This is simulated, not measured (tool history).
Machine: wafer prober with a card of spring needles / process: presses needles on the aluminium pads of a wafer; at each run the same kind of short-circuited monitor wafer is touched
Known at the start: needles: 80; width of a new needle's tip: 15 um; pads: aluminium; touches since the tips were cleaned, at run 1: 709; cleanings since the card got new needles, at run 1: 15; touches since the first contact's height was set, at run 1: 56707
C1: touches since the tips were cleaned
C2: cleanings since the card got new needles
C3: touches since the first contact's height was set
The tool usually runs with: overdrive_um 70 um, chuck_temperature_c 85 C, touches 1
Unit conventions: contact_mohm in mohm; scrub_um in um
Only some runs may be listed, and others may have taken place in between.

run 1 hour=0.0 | overdrive_um=70 chuck_temperature_c=85 touches=1 | C1=709 C2=15 C3=56707 | contact_mohm=122 scrub_um=14.94
-- hour=5.8 tips cleaned on abrasive film
-- hour=13.0 tips cleaned on abrasive film
run 2 hour=14.0 | overdrive_um=70 chuck_temperature_c=85 touches=1 | C1=527 C2=17 C3=63982 | contact_mohm=121 scrub_um=14.98
-- hour=19.6 tips cleaned on abrasive film
run 3 hour=24.4 | overdrive_um=70 chuck_temperature_c=85 touches=1 | C1=2506 C2=18 C3=69362 | contact_mohm=121 scrub_um=15.01
-- hour=26.0 tips cleaned on abrasive film
-- hour=32.5 tips cleaned on abrasive film
run 4 hour=34.2 | overdrive_um=70 chuck_temperature_c=85 touches=1 | C1=873 C2=20 C3=74393 | contact_mohm=123 scrub_um=14.92
-- hour=39.3 tips cleaned on abrasive film
-- hour=45.9 tips cleaned on abrasive film
run 5 hour=51.0 | overdrive_um=70 chuck_temperature_c=85 touches=1 | C1=2656 C2=22 C3=83115 | contact_mohm=125 scrub_um=14.99
-- hour=52.0 tips cleaned on abrasive film
-- hour=58.7 tips cleaned on abrasive film
run 6 hour=63.5 | overdrive_um=70 chuck_temperature_c=85 touches=1 | C1=2488 C2=24 C3=89581 | contact_mohm=122 scrub_um=14.94
-- hour=65.0 tips cleaned on abrasive film
-- hour=72.4 tips cleaned on abrasive film
run 7 hour=77.8 | overdrive_um=70 chuck_temperature_c=85 touches=1 | C1=2844 C2=26 C3=97006 | contact_mohm=121 scrub_um=14.92
-- hour=79.4 tips cleaned on abrasive film
-- hour=86.4 tips cleaned on abrasive film
run 8 hour=87.5 | overdrive_um=70 chuck_temperature_c=32 touches=1 | C1=568 C2=28 C3=102001 | contact_mohm=114 scrub_um=14.89
-- hour=93.2 tips cleaned on abrasive film
-- hour=100.0 tips cleaned on abrasive film
run 9 hour=100.0 | overdrive_um=70 chuck_temperature_c=32 touches=1 | C1=0 C2=30 C3=108465 | contact_mohm=115 scrub_um=14.93
-- hour=107.3 tips cleaned on abrasive film
-- hour=114.5 tips cleaned on abrasive film
run 10 hour=118.3 | overdrive_um=70 chuck_temperature_c=32 touches=1 | C1=1980 C2=32 C3=117986 | contact_mohm=113 scrub_um=14.93
-- hour=121.4 tips cleaned on abrasive film
-- hour=128.0 tips cleaned on abrasive film
-- hour=134.6 tips cleaned on abrasive film
run 11 hour=140.2 | overdrive_um=70 chuck_temperature_c=83 touches=1 | C1=2924 C2=35 C3=129321 | contact_mohm=119 scrub_um=15.01
-- hour=141.8 tips cleaned on abrasive film
-- hour=148.5 tips cleaned on abrasive film
run 12 hour=150.0 | overdrive_um=70 chuck_temperature_c=83 touches=1 | C1=763 C2=37 C3=134358 | contact_mohm=120 scrub_um=14.94
-- hour=155.8 tips cleaned on abrasive film
-- hour=163.2 tips cleaned on abrasive film
-- hour=170.4 tips cleaned on abrasive film
run 13 hour=172.8 | overdrive_um=70 chuck_temperature_c=83 touches=1 | C1=1221 C2=40 C3=146183 | contact_mohm=121 scrub_um=14.97
-- hour=177.4 tips cleaned on abrasive film
-- hour=183.7 tips cleaned on abrasive film
run 14 hour=183.7 | overdrive_um=70 chuck_temperature_c=83 touches=1 | C1=0 C2=42 C3=151840 | contact_mohm=122 scrub_um=14.93
-- hour=190.0 tips cleaned on abrasive film
-- hour=197.4 tips cleaned on abrasive film
run 15 hour=202.0 | overdrive_um=77 chuck_temperature_c=83 touches=1 | C1=2386 C2=44 C3=161325 | contact_mohm=121 scrub_um=16.46
-- hour=204.5 tips cleaned on abrasive film
-- hour=211.9 tips cleaned on abrasive film
-- hour=218.6 tips cleaned on abrasive film
run 16 hour=221.7 | overdrive_um=56 chuck_temperature_c=83 touches=2 | C1=1659 C2=47 C3=171552 | contact_mohm=123 scrub_um=11.92
-- hour=224.8 tips cleaned on abrasive film
-- hour=231.1 tips cleaned on abrasive film
-- hour=238.2 tips cleaned on abrasive film
run 17 hour=238.2 | overdrive_um=81 chuck_temperature_c=85 touches=1 | C1=0 C2=50 C3=180052 | contact_mohm=117 scrub_um=17.27
-- hour=245.6 tips cleaned on abrasive film
-- hour=251.8 tips cleaned on abrasive film
run 18 hour=253.3 | overdrive_um=70 chuck_temperature_c=85 touches=2 | C1=754 C2=52 C3=187851 | contact_mohm=123 scrub_um=14.94
-- hour=258.7 tips cleaned on abrasive film
-- hour=265.9 tips cleaned on abrasive film
run 19 hour=270.1 | overdrive_um=70 chuck_temperature_c=85 touches=2 | C1=2227 C2=54 C3=196599 | contact_mohm=122 scrub_um=14.90
-- hour=272.7 tips cleaned on abrasive film
-- hour=279.4 tips cleaned on abrasive film
run 20 hour=282.2 | overdrive_um=83 chuck_temperature_c=56 touches=1 | C1=1438 C2=56 C3=202840 | contact_mohm=114 scrub_um=17.73
-- hour=286.4 tips cleaned on abrasive film
run 21 hour=291.7 | overdrive_um=58 chuck_temperature_c=97 touches=1 | C1=2822 C2=57 C3=207816 | contact_mohm=125 scrub_um=12.42
-- hour=293.3 tips cleaned on abrasive film
-- hour=295.1 height of the first contact set anew
-- hour=299.7 tips cleaned on abrasive film
-- hour=306.6 tips cleaned on abrasive film
run 22 hour=312.4 | overdrive_um=53 chuck_temperature_c=97 touches=1 | C1=3097 C2=60 C3=8986 | contact_mohm=128 scrub_um=11.42
-- hour=313.6 tips cleaned on abrasive film
-- hour=320.5 tips cleaned on abrasive film
-- hour=328.0 tips cleaned on abrasive film
run 23 hour=333.9 | overdrive_um=53 chuck_temperature_c=49 touches=1 | C1=3084 C2=63 C3=20091 | contact_mohm=119 scrub_um=11.32
-- hour=335.5 tips cleaned on abrasive film
-- hour=342.3 tips cleaned on abrasive film
-- hour=349.3 tips cleaned on abrasive film
run 24 hour=349.3 | overdrive_um=53 chuck_temperature_c=49 touches=1 | C1=0 C2=66 C3=28029 | contact_mohm=120 scrub_um=11.30
-- hour=356.8 tips cleaned on abrasive film
-- hour=362.9 tips cleaned on abrasive film
run 25 hour=362.9 | overdrive_um=53 chuck_temperature_c=49 touches=1 | C1=0 C2=68 C3=35078 | contact_mohm=122 scrub_um=11.35
-- hour=369.9 tips cleaned on abrasive film
-- hour=377.0 tips cleaned on abrasive film
-- hour=384.0 tips cleaned on abrasive film
run 26 hour=384.3 | overdrive_um=82 chuck_temperature_c=123 touches=1 | C1=185 C2=71 C3=46192 | contact_mohm=124 scrub_um=17.49
-- hour=390.1 tips cleaned on abrasive film
-- hour=397.3 tips cleaned on abrasive film
run 27 hour=397.6 | overdrive_um=82 chuck_temperature_c=123 touches=1 | C1=151 C2=73 C3=53034 | contact_mohm=123 scrub_um=17.53
-- hour=404.6 tips cleaned on abrasive film
run 28 hour=407.7 | overdrive_um=82 chuck_temperature_c=123 touches=1 | C1=1627 C2=74 C3=58309 | contact_mohm=124 scrub_um=17.41
-- hour=411.7 tips cleaned on abrasive film
-- hour=418.6 tips cleaned on abrasive film
run 29 hour=423.9 | overdrive_um=70 chuck_temperature_c=48 touches=2 | C1=2777 C2=76 C3=66717 | contact_mohm=117 scrub_um=15.03
-- hour=425.3 tips cleaned on abrasive film
-- hour=432.9 tips cleaned on abrasive film
-- hour=439.7 tips cleaned on abrasive film
run 30 hour=442.1 | overdrive_um=51 chuck_temperature_c=55 touches=1 | C1=1265 C2=79 C3=76141 | contact_mohm=123 scrub_um=10.94

4 options for the next run, each taken on its own from the tool as it stands now. Forecast them:
-- hour=446.7 tips cleaned on abrasive film
-- hour=453.9 tips cleaned on abrasive film
run A hour=459.3 | overdrive_um=51 chuck_temperature_c=55 touches=2 | C1=2804 C2=81 C3=85045 | contact_mohm=? scrub_um=?
-- hour=446.7 tips cleaned on abrasive film
-- hour=453.9 tips cleaned on abrasive film
run B hour=459.3 | overdrive_um=51 chuck_temperature_c=48 touches=1 | C1=2804 C2=81 C3=85045 | contact_mohm=? scrub_um=?
-- hour=446.7 tips cleaned on abrasive film
-- hour=453.9 tips cleaned on abrasive film
run C hour=459.3 | overdrive_um=64 chuck_temperature_c=69 touches=1 | C1=2804 C2=81 C3=85045 | contact_mohm=? scrub_um=?
-- hour=446.7 tips cleaned on abrasive film
-- hour=453.9 tips cleaned on abrasive film
run D hour=459.3 | overdrive_um=70 chuck_temperature_c=85 touches=1 | C1=2804 C2=81 C3=85045 | contact_mohm=? scrub_um=?

run=A contact_mohm=122 scrub_um=10.96
run=B contact_mohm=120 scrub_um=10.89
run=C contact_mohm=120 scrub_um=13.68
run=D contact_mohm=122 scrub_um=14.95
Without the tool's hidden state the same runs would have given:
run=A contact_mohm=122 scrub_um=10.97
run=B contact_mohm=120 scrub_um=10.90
run=C contact_mohm=120 scrub_um=13.68
run=D contact_mohm=122 scrub_um=14.96
